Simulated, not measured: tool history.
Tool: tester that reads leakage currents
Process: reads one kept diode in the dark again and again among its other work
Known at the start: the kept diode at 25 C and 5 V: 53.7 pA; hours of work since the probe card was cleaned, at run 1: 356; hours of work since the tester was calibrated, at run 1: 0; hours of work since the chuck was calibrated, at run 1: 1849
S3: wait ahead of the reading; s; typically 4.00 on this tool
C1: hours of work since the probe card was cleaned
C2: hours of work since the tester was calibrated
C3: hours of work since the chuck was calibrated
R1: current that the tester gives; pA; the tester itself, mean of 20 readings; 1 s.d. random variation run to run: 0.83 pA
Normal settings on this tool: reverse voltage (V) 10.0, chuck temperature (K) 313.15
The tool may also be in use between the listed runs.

run 1 hour=0.0 | reverse_voltage_(V)=10.0 chuck_temperature_(K)=313.15 S3=4.00 | C1=356 C2=0 C3=1849 | R1=240.01
run 2 hour=141.2 | reverse_voltage_(V)=10.0 chuck_temperature_(K)=313.15 S3=4.00 | C1=449 C2=93 C3=1942 | R1=238.45
run 3 hour=300.8 | reverse_voltage_(V)=10.0 chuck_temperature_(K)=313.15 S3=4.00 | C1=554 C2=198 C3=2047 | R1=237.18
run 4 hour=393.4 | reverse_voltage_(V)=10.0 chuck_temperature_(K)=313.15 S3=4.00 | C1=615 C2=259 C3=2108 | R1=236.53
-- hour=465.1 chuck's temperature calibrated
run 5 hour=485.2 | reverse_voltage_(V)=10.0 chuck_temperature_(K)=313.15 S3=4.00 | C1=674 C2=318 C3=13 | R1=278.98
run 6 hour=633.6 | reverse_voltage_(V)=10.0 chuck_temperature_(K)=313.15 S3=2.67 | C1=771 C2=415 C3=111 | R1=277.87
run 7 hour=776.3 | reverse_voltage_(V)=10.0 chuck_temperature_(K)=313.15 S3=2.67 | C1=865 C2=509 C3=205 | R1=274.67
run 8 hour=872.6 | reverse_voltage_(V)=10.0 chuck_temperature_(K)=313.15 S3=2.67 | C1=929 C2=572 C3=268 | R1=272.88
run 9 hour=976.8 | reverse_voltage_(V)=10.0 chuck_temperature_(K)=313.15 S3=2.67 | C1=997 C2=641 C3=336 | R1=270.37
run 10 hour=1071.2 | reverse_voltage_(V)=10.0 chuck_temperature_(K)=313.15 S3=2.67 | C1=1059 C2=703 C3=398 | R1=271.15
run 11 hour=1215.2 | reverse_voltage_(V)=1.2 chuck_temperature_(K)=313.15 S3=4.00 | C1=1154 C2=797 C3=493 | R1=88.75
run 12 hour=1299.5 | reverse_voltage_(V)=10.0 chuck_temperature_(K)=313.15 S3=4.00 | C1=1209 C2=853 C3=548 | R1=268.58
run 13 hour=1455.2 | reverse_voltage_(V)=10.0 chuck_temperature_(K)=313.15 S3=4.00 | C1=1311 C2=955 C3=651 | R1=264.11
run 14 hour=1637.6 | reverse_voltage_(V)=10.0 chuck_temperature_(K)=313.15 S3=4.00 | C1=1431 C2=1075 C3=771 | R1=261.99
run 15 hour=1744.8 | reverse_voltage_(V)=10.0 chuck_temperature_(K)=313.15 S3=4.00 | C1=1502 C2=1145 C3=841 | R1=261.20
run 16 hour=1918.5 | reverse_voltage_(V)=10.0 chuck_temperature_(K)=313.15 S3=4.00 | C1=1616 C2=1260 C3=955 | R1=259.52
run 17 hour=2021.9 | reverse_voltage_(V)=10.0 chuck_temperature_(K)=313.15 S3=4.00 | C1=1684 C2=1328 C3=1023 | R1=258.96
run 18 hour=2114.6 | reverse_voltage_(V)=10.0 chuck_temperature_(K)=313.15 S3=4.00 | C1=1745 C2=1389 C3=1084 | R1=256.28
run 19 hour=2218.7 | reverse_voltage_(V)=19.7 chuck_temperature_(K)=313.15 S3=0.34 | C1=1813 C2=1457 C3=1153 | R1=381.73
run 20 hour=2292.6 | reverse_voltage_(V)=19.7 chuck_temperature_(K)=313.15 S3=0.34 | C1=1862 C2=1506 C3=1201 | R1=381.05
run 21 hour=2438.9 | reverse_voltage_(V)=10.0 chuck_temperature_(K)=298.15 S3=4.00 | C1=1958 C2=1602 C3=1297 | R1=74.67
run 22 hour=2601.9 | reverse_voltage_(V)=11.9 chuck_temperature_(K)=320.15 S3=4.00 | C1=2065 C2=1709 C3=1404 | R1=474.94
run 23 hour=2698.0 | reverse_voltage_(V)=11.9 chuck_temperature_(K)=320.15 S3=4.00 | C1=2128 C2=1772 C3=1468 | R1=476.09
run 24 hour=2840.3 | reverse_voltage_(V)=2.1 chuck_temperature_(K)=319.15 S3=1.80 | C1=2222 C2=1866 C3=1561 | R1=175.79
run 25 hour=2955.7 | reverse_voltage_(V)=5.3 chuck_temperature_(K)=295.15 S3=6.76 | C1=2298 C2=1941 C3=1637 | R1=39.94
run 26 hour=3058.5 | reverse_voltage_(V)=16.8 chuck_temperature_(K)=300.15 S3=6.11 | C1=2365 C2=2009 C3=1705 | R1=115.12
run 27 hour=3237.0 | reverse_voltage_(V)=16.8 chuck_temperature_(K)=300.15 S3=6.11 | C1=2483 C2=2126 C3=1822 | R1=114.49
run 28 hour=3414.6 | reverse_voltage_(V)=16.8 chuck_temperature_(K)=300.15 S3=6.11 | C1=2599 C2=2243 C3=1939 | R1=114.01
run 29 hour=3527.9 | reverse_voltage_(V)=8.4 chuck_temperature_(K)=308.15 S3=8.24 | C1=2674 C2=2318 C3=2013 | R1=146.63
run 30 hour=3642.3 | reverse_voltage_(V)=8.4 chuck_temperature_(K)=308.15 S3=8.24 | C1=2749 C2=2393 C3=2088 | R1=146.03
run 31 hour=3731.6 | reverse_voltage_(V)=1.3 chuck_temperature_(K)=308.15 S3=8.24 | C1=2808 C2=2451 C3=2147 | R1=53.87
-- hour=3747.2 chuck's temperature calibrated
run 32 hour=3830.5 | reverse_voltage_(V)=10.0 chuck_temperature_(K)=313.15 S3=0.65 | C1=2871 C2=2515 C3=55 | R1=280.84
run 33 hour=3937.4 | reverse_voltage_(V)=7.4 chuck_temperature_(K)=310.15 S3=2.00 | C1=2942 C2=2585 C3=125 | R1=184.97
run 34 hour=4028.2 | reverse_voltage_(V)=7.4 chuck_temperature_(K)=310.15 S3=2.00 | C1=3001 C2=2645 C3=185 | R1=184.59
run 35 hour=4120.3 | reverse_voltage_(V)=7.4 chuck_temperature_(K)=310.15 S3=2.00 | C1=3062 C2=2706 C3=245 | R1=184.15
-- hour=4184.2 tester calibrated
run 36 hour=4216.6 | reverse_voltage_(V)=7.4 chuck_temperature_(K)=310.15 S3=2.00 | C1=3124 C2=21 C3=307 | R1=187.66

Branching from run 36: 3 alternative next runs. What would each branch give?
run A hour=4390.8 | reverse_voltage_(V)=10.0 chuck_temperature_(K)=313.15 S3=0.61 | C1=3238 C2=136 C3=422 | R1=?
run B hour=4390.8 | reverse_voltage_(V)=1.1 chuck_temperature_(K)=304.15 S3=0.66 | C1=3238 C2=136 C3=422 | R1=?
run C hour=4390.8 | reverse_voltage_(V)=9.9 chuck_temperature_(K)=332.15 S3=2.10 | C1=3238 C2=136 C3=422 | R1=?

run=A R1=279.35
run=B R1=41.28
run=C R1=1144.32
Take away the tool's hidden state, keep each run's random variation, and the runs would have read:
run=A R1=279.93
run=B R1=41.87
run=C R1=1174.56
